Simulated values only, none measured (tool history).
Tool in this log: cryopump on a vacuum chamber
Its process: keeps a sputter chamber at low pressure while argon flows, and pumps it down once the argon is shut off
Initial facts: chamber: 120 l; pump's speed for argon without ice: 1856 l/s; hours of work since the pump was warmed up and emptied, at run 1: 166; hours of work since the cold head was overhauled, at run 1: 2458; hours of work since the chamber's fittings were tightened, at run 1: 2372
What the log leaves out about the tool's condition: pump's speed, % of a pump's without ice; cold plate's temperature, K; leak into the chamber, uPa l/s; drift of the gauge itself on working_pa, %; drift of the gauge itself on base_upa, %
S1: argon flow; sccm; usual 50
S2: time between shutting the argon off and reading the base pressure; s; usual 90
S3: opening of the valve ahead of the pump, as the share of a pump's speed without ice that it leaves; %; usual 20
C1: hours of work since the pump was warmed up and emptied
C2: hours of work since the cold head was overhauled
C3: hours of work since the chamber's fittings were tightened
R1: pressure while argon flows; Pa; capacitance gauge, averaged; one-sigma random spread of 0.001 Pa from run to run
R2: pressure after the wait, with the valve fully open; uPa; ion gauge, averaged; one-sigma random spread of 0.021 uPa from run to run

| run | hour | S1 | S2 | S3 | C1 | C2 | C3 | R1 | R2 |
|---|---|---|---|---|---|---|---|---|---|
| 1 | 0 | 50 | 90 | 20 | 166 | 2458 | 2372 | 0.2349 | 0.99 |
| 2 | 61.9 | 50 | 90 | 20 | 221 | 2513 | 2426 | 0.2335 | 1.06 |
| 3 | 114.5 | 50 | 90 | 20 | 267 | 2559 | 2473 | 0.235 | 0.99 |
| 4 | 179 | 50 | 90 | 20 | 324 | 2616 | 2529 | 0.2365 | 1.11 |
|  | 196.1 | pump warmed up, emptied and cooled again |
|  | 198.1 | leaking fittings of the chamber tightened, without venting |
| 5 | 222.4 | 50 | 26 | 20 | 21 | 2648 | 21 | 0.2299 | 0.9 |
| 6 | 283.3 | 50 | 26 | 20 | 75 | 2701 | 75 | 0.2298 | 0.94 |
| 7 | 337.7 | 50 | 26 | 20 | 123 | 2749 | 123 | 0.2311 | 0.95 |
| 8 | 393.7 | 50 | 26 | 20 | 172 | 2799 | 172 | 0.2332 | 0.9 |
| 9 | 448.1 | 50 | 26 | 20 | 220 | 2846 | 220 | 0.2329 | 0.93 |
| 10 | 519.5 | 50 | 90 | 20 | 283 | 2909 | 283 | 0.2331 | 0.45 |
|  | 579.7 | pump warmed up, emptied and cooled again |
| 11 | 579.7 | 50 | 90 | 20 | 0 | 2958 | 331 | 0.2298 | 0.46 |
| 12 | 650.3 | 50 | 90 | 20 | 62 | 3020 | 394 | 0.2315 | 0.46 |
| 13 | 688.3 | 50 | 90 | 20 | 96 | 3053 | 427 | 0.2301 | 0.44 |
| 14 | 738.2 | 50 | 90 | 20 | 140 | 3097 | 471 | 0.2315 | 0.55 |
| 15 | 797.3 | 50 | 90 | 20 | 192 | 3149 | 523 | 0.2319 | 0.52 |
| 16 | 865.7 | 50 | 90 | 20 | 252 | 3210 | 583 | 0.234 | 0.56 |
| 17 | 928.5 | 50 | 90 | 20 | 307 | 3265 | 638 | 0.2372 | 0.59 |
|  | 959.3 | pump warmed up, emptied and cooled again |
| 18 | 963.8 | 50 | 90 | 20 | 4 | 3292 | 665 | 0.2307 | 0.48 |
| 19 | 994.4 | 50 | 86 | 40 | 31 | 3319 | 692 | 0.1169 | 0.52 |
| 20 | 1032.8 | 50 | 86 | 40 | 65 | 3352 | 726 | 0.1168 | 0.53 |
| 21 | 1081.8 | 40 | 92 | 40 | 108 | 3395 | 769 | 0.0943 | 0.57 |
| 22 | 1136 | 68 | 92 | 40 | 156 | 3443 | 817 | 0.1612 | 0.62 |
| 23 | 1167.8 | 56 | 30 | 37 | 184 | 3471 | 845 | 0.1435 | 1.01 |
| 24 | 1202.4 | 56 | 30 | 37 | 214 | 3502 | 875 | 0.1447 | 1.08 |
| 25 | 1232.7 | 43 | 37 | 20 | 241 | 3528 | 902 | 0.2021 | 0.93 |
| 26 | 1297.1 | 43 | 37 | 20 | 297 | 3585 | 958 | 0.2031 | 0.94 |
|  | 1341.1 | pump warmed up, emptied and cooled again |
| 27 | 1343 | 80 | 90 | 20 | 2 | 3621 | 995 | 0.3706 | 0.59 |
| 28 | 1380.9 | 80 | 90 | 20 | 35 | 3654 | 1028 | 0.3677 | 0.61 |
| 29 | 1454.4 | 47 | 206 | 42 | 100 | 3719 | 1093 | 0.106 | 0.49 |
| 30 | 1505.2 | 31 | 31 | 59 | 144 | 3764 | 1137 | 0.0521 | 1.05 |
| 31 | 1567.4 | 31 | 31 | 59 | 199 | 3818 | 1192 | 0.052 | 1.13 |
| 32 | 1623.7 | 50 | 66 | 30 | 249 | 3868 | 1242 | 0.1593 | 0.79 |
| 33 | 1696.6 | 48 | 73 | 32 | 313 | 3932 | 1306 | 0.1438 | 0.76 |
|  | 1724.2 | pump warmed up, emptied and cooled again |
| 34 | 1766.6 | 70 | 90 | 35 | 37 | 3989 | 1363 | 0.187 | 0.68 |
| 35 | 1825.5 | 21 | 278 | 15 | 89 | 4041 | 1415 | 0.1288 | 0.56 |

Below are 3 alternative next runs, each starting from the tool's condition after run 35. Predict each:
| A | 1862.2 | 59 | 278 | 59 | 121 | 4073 | 1447 | ? | ? |
| B | 1862.2 | 21 | 76 | 15 | 121 | 4073 | 1447 | ? | ? |
| C | 1862.2 | 50 | 36 | 21 | 121 | 4073 | 1447 | ? | ? |

| run | R1 | R2 |
|---|---|---|
| A | 0.0965 | 0.63 |
| B | 0.1299 | 0.75 |
| C | 0.2207 | 1.03 |
With the hidden condition removed and each run's random variation left untouched, the same runs would have given:
| run | R1 | R2 |
|---|---|---|
| A | 0.091 | 0.27 |
| B | 0.128 | 0.38 |
| C | 0.216 | 0.67 |
